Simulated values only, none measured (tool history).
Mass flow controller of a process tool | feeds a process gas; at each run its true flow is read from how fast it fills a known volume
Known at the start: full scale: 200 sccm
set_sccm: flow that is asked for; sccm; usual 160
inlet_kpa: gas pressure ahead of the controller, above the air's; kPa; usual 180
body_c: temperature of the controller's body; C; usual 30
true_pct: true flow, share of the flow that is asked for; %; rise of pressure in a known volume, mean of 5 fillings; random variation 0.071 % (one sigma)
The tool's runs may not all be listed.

run     hour  set_sccm  inlet_kpa  body_c  true_pct
  1        0       160        180      30    101.43
  2    334.5       160        180      34    101.74
       515.6  -- controller exchanged for a calibrated one
  3    695.8       160        180      30     99.68
  4    878.2       160        180      30     99.89
  5   1058.2       160        180      30      99.9
  6   1461.1       160        180      30      99.9
  7   1864.2       160        180      30      99.9
  8   2121.6       160        180      30      99.9
  9   2481.8       160        189      30     99.87
 10   2858.7       160        165      30    100.23
 11   3113.6       160        148      30    100.02
 12   3290.6       160        180      37    100.54
 13   3501.9       160        180      32    100.11
 14   3813.7       160        180      32    100.17
 15     3995       160        180      30    100.04
 16   4165.2       160        180      30    100.16
 17   4478.2       160        180      30    100.14
 18   4803.6       160        180      30    100.22
 19   5060.3       160        180      30    100.13
 20   5275.8       160        180      30    100.26
 21   5574.2       160        180      30    100.25
 22   5815.5       160        180      30    100.28
 23   6001.2       160        180      30     100.3
 24     6317       160        180      30    100.32
 25   6509.3       160        209      25     99.91
 26   6895.4        87        209      25     98.36
 27   7238.2        29        164      29     96.68
 28   7477.9        60        159      29     98.07
 29   7890.4        60        192      34     98.46
 30   8239.3       119        215      39    100.11
 31   8524.7        24        198      30     95.85
 32   8902.5        24        198      30     96.01
 33   9246.4       162        180      21    100.03
 34     9593       162        180      21     99.96
 35   9898.7       162        180      21    100.06
 36  10247.2       186        264      32    100.99
     10563.8  -- controller's zero set anew
 37  10658.6       186        264      32    101.49
 38  10827.9       186        153      29    101.78
 39  11229.6       123        153      22    100.09
 40  11542.5       123        153      22    100.12
 41  11733.5        94        274      33     99.84
 42  11933.6        94        274      33     99.76
 43  12184.3        68        177      33     99.76
 44  12522.1        68        177      33      99.6
 45  12897.7        68        177      33     99.55
 46  13149.3        68        177      33     99.66

The next listed run, before its measurement:
 47  13345.7        68        177      33         ?

Run 47 gave true_pct 99.67 %.
Without the tool's hidden state the same run would have given true_pct 98.29 %.

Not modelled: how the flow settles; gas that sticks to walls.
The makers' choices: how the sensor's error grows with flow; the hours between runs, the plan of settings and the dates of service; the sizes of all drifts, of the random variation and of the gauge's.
